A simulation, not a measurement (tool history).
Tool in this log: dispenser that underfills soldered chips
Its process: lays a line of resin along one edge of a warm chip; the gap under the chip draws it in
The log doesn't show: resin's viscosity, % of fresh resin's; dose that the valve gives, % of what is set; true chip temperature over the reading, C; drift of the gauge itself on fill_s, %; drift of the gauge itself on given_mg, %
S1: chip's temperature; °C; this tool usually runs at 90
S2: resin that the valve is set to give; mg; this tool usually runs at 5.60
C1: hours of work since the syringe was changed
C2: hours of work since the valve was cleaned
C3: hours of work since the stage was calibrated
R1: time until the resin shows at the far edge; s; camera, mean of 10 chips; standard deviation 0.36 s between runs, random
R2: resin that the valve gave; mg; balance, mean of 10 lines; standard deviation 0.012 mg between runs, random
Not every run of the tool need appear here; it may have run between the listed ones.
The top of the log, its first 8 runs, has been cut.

run,day,S1,S2,C1,C2,C3,R1,R2
# day 2.008: new syringe of resin
9,2.071,90,6.70,1,19,110,20.8,6.61
10,2.329,77,5.60,6,24,115,39.6,5.53
# day 2.458: new syringe of resin
11,2.538,90,5.60,1,27,118,21.0,5.51
12,2.712,90,5.60,4,30,121,24.6,5.50
# day 2.912: new syringe of resin
13,2.912,90,7.26,0,33,124,19.1,7.10
14,3.142,90,7.26,4,37,128,22.3,7.09
15,3.350,90,7.26,7,41,132,26.7,7.09
# day 3.379: new syringe of resin
16,3.575,90,7.26,3,45,135,22.4,7.08
# day 3.833: new syringe of resin
17,3.862,90,5.50,0,49,140,20.4,5.34
18,3.996,83,5.60,3,52,142,28.3,5.41
19,4.129,83,5.60,5,54,145,31.2,5.41
# day 4.183: dispensing valve cleaned and set on the balance
# day 4.333: new syringe of resin
20,4.475,83,5.60,2,5,150,27.1,5.59
21,4.633,83,5.92,5,7,152,30.5,5.90
# day 4.800: new syringe of resin
22,4.808,90,6.46,0,10,155,20.0,6.43
23,4.942,90,6.46,2,13,157,22.1,6.42
24,5.162,90,7.06,6,16,161,25.3,7.00
# day 5.254: new syringe of resin
25,5.429,95,5.50,3,21,165,19.6,5.43

Run 26 comes next. What will it give?
26,5.617,95,5.50,6,24,169,?,?

{"run 26": {"R1": 22.7, "R2": 5.42}}
The same run, on a tool lacking any hidden state, would have yielded R1 17.9 s, R2 5.50 mg.

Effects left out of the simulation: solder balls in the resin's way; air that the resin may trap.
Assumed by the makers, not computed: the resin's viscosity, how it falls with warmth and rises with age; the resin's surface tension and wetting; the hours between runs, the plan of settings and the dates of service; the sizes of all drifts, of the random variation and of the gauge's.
